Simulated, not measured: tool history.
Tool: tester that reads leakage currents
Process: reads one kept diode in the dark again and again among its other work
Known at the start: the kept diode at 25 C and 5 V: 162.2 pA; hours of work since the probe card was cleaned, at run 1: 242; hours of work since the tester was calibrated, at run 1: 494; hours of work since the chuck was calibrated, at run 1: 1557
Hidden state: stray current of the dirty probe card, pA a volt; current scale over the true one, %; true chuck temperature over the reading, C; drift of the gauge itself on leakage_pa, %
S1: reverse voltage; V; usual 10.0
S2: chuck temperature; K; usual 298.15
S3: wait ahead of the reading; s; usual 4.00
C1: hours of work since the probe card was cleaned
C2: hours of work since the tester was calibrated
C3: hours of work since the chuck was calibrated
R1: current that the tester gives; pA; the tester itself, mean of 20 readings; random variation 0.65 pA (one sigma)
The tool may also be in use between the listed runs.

run 1 day=0.000 | S1=10.0 S2=298.15 S3=4.00 | C1=242 C2=494 C3=1557 | R1=244.96
run 2 day=2.225 | S1=10.0 S2=298.15 S3=4.00 | C1=270 C2=522 C3=1585 | R1=244.71
run 3 day=3.838 | S1=10.0 S2=298.15 S3=4.00 | C1=290 C2=542 C3=1605 | R1=245.82
run 4 day=6.062 | S1=2.4 S2=298.15 S3=4.00 | C1=318 C2=570 C3=1633 | R1=134.68
run 5 day=9.350 | S1=2.4 S2=298.15 S3=4.00 | C1=359 C2=611 C3=1674 | R1=135.95
run 6 day=12.883 | S1=9.9 S2=298.15 S3=4.00 | C1=403 C2=655 C3=1719 | R1=249.99
run 7 day=14.675 | S1=9.9 S2=298.15 S3=4.00 | C1=425 C2=678 C3=1741 | R1=250.05
run 8 day=16.254 | S1=10.0 S2=298.15 S3=4.00 | C1=445 C2=698 C3=1761 | R1=252.00
run 9 day=18.008 | S1=10.0 S2=298.15 S3=4.00 | C1=467 C2=720 C3=1783 | R1=252.36
run 10 day=21.496 | S1=10.0 S2=298.15 S3=4.00 | C1=511 C2=763 C3=1826 | R1=254.51
run 11 day=23.600 | S1=10.0 S2=298.15 S3=4.00 | C1=537 C2=790 C3=1853 | R1=255.07
run 12 day=26.433 | S1=10.0 S2=298.15 S3=4.00 | C1=573 C2=825 C3=1888 | R1=257.29
run 13 day=29.200 | S1=10.0 S2=298.15 S3=4.00 | C1=608 C2=860 C3=1923 | R1=258.69
run 14 day=31.979 | S1=10.0 S2=298.15 S3=4.00 | C1=642 C2=895 C3=1958 | R1=258.62
run 15 day=33.725 | S1=10.0 S2=315.15 S3=4.00 | C1=664 C2=917 C3=1980 | R1=921.88
run 16 day=35.888 | S1=10.0 S2=298.15 S3=4.00 | C1=691 C2=944 C3=2007 | R1=262.46
run 17 day=39.112 | S1=10.0 S2=298.15 S3=6.72 | C1=732 C2=984 C3=2047 | R1=262.92
run 18 day=41.254 | S1=10.0 S2=298.15 S3=1.24 | C1=759 C2=1011 C3=2074 | R1=265.12
run 19 day=44.371 | S1=10.0 S2=298.15 S3=4.00 | C1=798 C2=1050 C3=2113 | R1=264.47
run 20 day=46.208 | S1=1.2 S2=298.15 S3=4.00 | C1=821 C2=1073 C3=2136 | R1=106.13
run 21 day=48.892 | S1=1.2 S2=298.15 S3=4.00 | C1=854 C2=1107 C3=2170 | R1=105.79
run 22 day=51.279 | S1=2.0 S2=298.15 S3=4.00 | C1=884 C2=1137 C3=2200 | R1=132.08
run 23 day=54.412 | S1=2.0 S2=298.15 S3=4.00 | C1=923 C2=1176 C3=2239 | R1=132.08
run 24 day=57.721 | S1=2.0 S2=298.15 S3=6.16 | C1=965 C2=1217 C3=2280 | R1=133.75
run 25 day=59.204 | S1=2.4 S2=324.15 S3=8.96 | C1=983 C2=1236 C3=2299 | R1=967.46
run 26 day=61.208 | S1=1.1 S2=307.15 S3=0.47 | C1=1009 C2=1261 C3=2324 | R1=209.14
run 27 day=63.775 | S1=9.9 S2=322.15 S3=3.56 | C1=1041 C2=1293 C3=2356 | R1=1537.53
run 28 day=66.292 | S1=1.4 S2=295.15 S3=2.83 | C1=1072 C2=1325 C3=2388 | R1=90.88
-- day=69.883 chuck's temperature calibrated
run 29 day=69.883 | S1=1.4 S2=295.15 S3=2.83 | C1=1116 C2=1369 C3=0 | R1=78.99
run 30 day=71.746 | S1=1.4 S2=295.15 S3=2.83 | C1=1140 C2=1392 C3=23 | R1=78.82
run 31 day=74.517 | S1=7.9 S2=316.15 S3=1.29 | C1=1174 C2=1427 C3=58 | R1=820.94
run 32 day=77.133 | S1=7.9 S2=316.15 S3=1.29 | C1=1207 C2=1460 C3=91 | R1=812.41
-- day=79.975 probe card cleaned and baked
run 33 day=80.392 | S1=7.4 S2=316.15 S3=2.01 | C1=5 C2=1499 C3=130 | R1=776.26
run 34 day=83.400 | S1=19.6 S2=304.15 S3=0.67 | C1=43 C2=1537 C3=168 | R1=477.51
run 35 day=86.729 | S1=5.7 S2=330.15 S3=3.23 | C1=85 C2=1578 C3=210 | R1=1870.48
run 36 day=89.425 | S1=5.7 S2=330.15 S3=3.23 | C1=118 C2=1612 C3=243 | R1=1867.53
run 37 day=91.942 | S1=1.3 S2=305.15 S3=3.29 | C1=150 C2=1644 C3=275 | R1=167.11
run 38 day=95.433 | S1=1.5 S2=317.15 S3=1.43 | C1=194 C2=1687 C3=319 | R1=438.83
run 39 day=98.954 | S1=6.8 S2=317.15 S3=1.43 | C1=238 C2=1731 C3=363 | R1=819.23

How the hidden state differs across the entries between the runs, from the last listed run before each to the first after it:
Between runs 28 and 29: chuck's temperature calibrated (day 69.883)
  stray current of the dirty probe card, pA a volt: 2.469 -> 2.57; current scale over the true one, %: 0.82 -> 0.85; true chuck temperature over the reading, C: 1.75 -> -0.1
  measured less the result without the state, R1: +15.88 -> +3.58 pA
Between runs 32 and 33: probe card cleaned and baked (day 79.975)
  stray current of the dirty probe card, pA a volt: 2.778 -> 0.041; current scale over the true one, %: 0.9 -> 0.92; true chuck temperature over the reading, C: -0.04 -> -0.02
  measured less the result without the state, R1: +26.43 -> +6.31 pA
